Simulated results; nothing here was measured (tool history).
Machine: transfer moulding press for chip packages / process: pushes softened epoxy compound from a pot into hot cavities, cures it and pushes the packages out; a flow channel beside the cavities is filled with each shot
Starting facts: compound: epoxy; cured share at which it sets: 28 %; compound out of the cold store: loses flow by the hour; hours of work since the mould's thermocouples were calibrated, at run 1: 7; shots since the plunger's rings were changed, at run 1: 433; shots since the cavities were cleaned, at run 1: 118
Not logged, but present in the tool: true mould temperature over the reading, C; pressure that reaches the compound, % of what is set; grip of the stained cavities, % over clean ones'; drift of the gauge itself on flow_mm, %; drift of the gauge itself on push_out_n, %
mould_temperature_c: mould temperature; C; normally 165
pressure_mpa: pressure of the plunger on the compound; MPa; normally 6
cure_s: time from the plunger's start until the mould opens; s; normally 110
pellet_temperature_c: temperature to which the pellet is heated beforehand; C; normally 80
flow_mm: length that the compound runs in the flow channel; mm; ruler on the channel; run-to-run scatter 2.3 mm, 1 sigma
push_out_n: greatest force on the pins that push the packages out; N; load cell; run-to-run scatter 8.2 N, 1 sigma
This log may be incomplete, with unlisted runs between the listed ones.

run   hour  mould_temperature_c  pressure_mpa  cure_s  pellet_temperature_c  hours of work since the mould's thermocouples were calibrated  shots since the plunger's rings were changed  shots since the cavities were cleaned  incoming compound's hours out of the cold store  flow_mm  push_out_n
  1      0                  165             6     110                    80                                                              7                                           433                                    118                                             38.4      688         507
  2   17.4                  165             6     110                    80                                                             15                                           581                                    266                                             23.7      746         590
  3   33.5                  165          4.51     110                    80                                                             23                                           718                                    403                                             37.7      595         666
      63.9  -- cavities cleaned with cleaning compound and waxed
  4   73.1                  165          4.51     110                    80                                                             41                                          1041                                     77                                             41.6      583         460
  5  110.4                  165          4.51     110                    80                                                             59                                          1359                                    395                                             40.2      589         651
     140.9  -- cavities cleaned with cleaning compound and waxed
  6    144                  165          4.51     110                    80                                                             74                                          1632                                     27                                               15      672         405
  7    177                  165             6     110                    80                                                             90                                          1913                                    308                                             24.8      738         620
  8  205.3                  158             6     110                    80                                                            103                                          2153                                    548                                             30.2      745         997
     217.8  -- cavities cleaned with cleaning compound and waxed
  9  235.9                  158             6     110                    80                                                            117                                          2401                                    154                                             15.7      810         804
 10  269.2                  165             6     110                    80                                                            133                                          2683                                    436                                             14.1      777         675
     294.8  -- cavities cleaned with cleaning compound and waxed
 11    309                  165             6     110                    80                                                            151                                          3009                                    121                                             39.1      674         487
 12  328.2                  165             6     110                    80                                                            160                                          3172                                    284                                             42.7      658         603
 13  348.5                  165             6     137                    80                                                            170                                          3345                                    457                                             17.1      758         601
     360.2  -- plunger's sealing rings changed
     375.3  -- cavities cleaned with cleaning compound and waxed
 14  391.1                  165             6     110                    80                                                            188                                           249                                    134                                             38.6      691         510
 15    408                  165           5.4     108                    80                                                            196                                           393                                    278                                             34.7      667         574
 16  437.9                  165          6.42     125                    80                                                            211                                           647                                    532                                             16.6      809         649

Run 17 has not been measured yet. What should we expect?
     451.2  -- cavities cleaned with cleaning compound and waxed
 17  459.4                  165          6.42     126                    81                                                            220                                           817                                     69                                             37.7        ?           ?

For run 17 the tool returned flow_mm 711 mm, push_out_n 414 N.
Had the tool carried no hidden state, the very same run would have given flow_mm 713 mm, push_out_n 329 N.

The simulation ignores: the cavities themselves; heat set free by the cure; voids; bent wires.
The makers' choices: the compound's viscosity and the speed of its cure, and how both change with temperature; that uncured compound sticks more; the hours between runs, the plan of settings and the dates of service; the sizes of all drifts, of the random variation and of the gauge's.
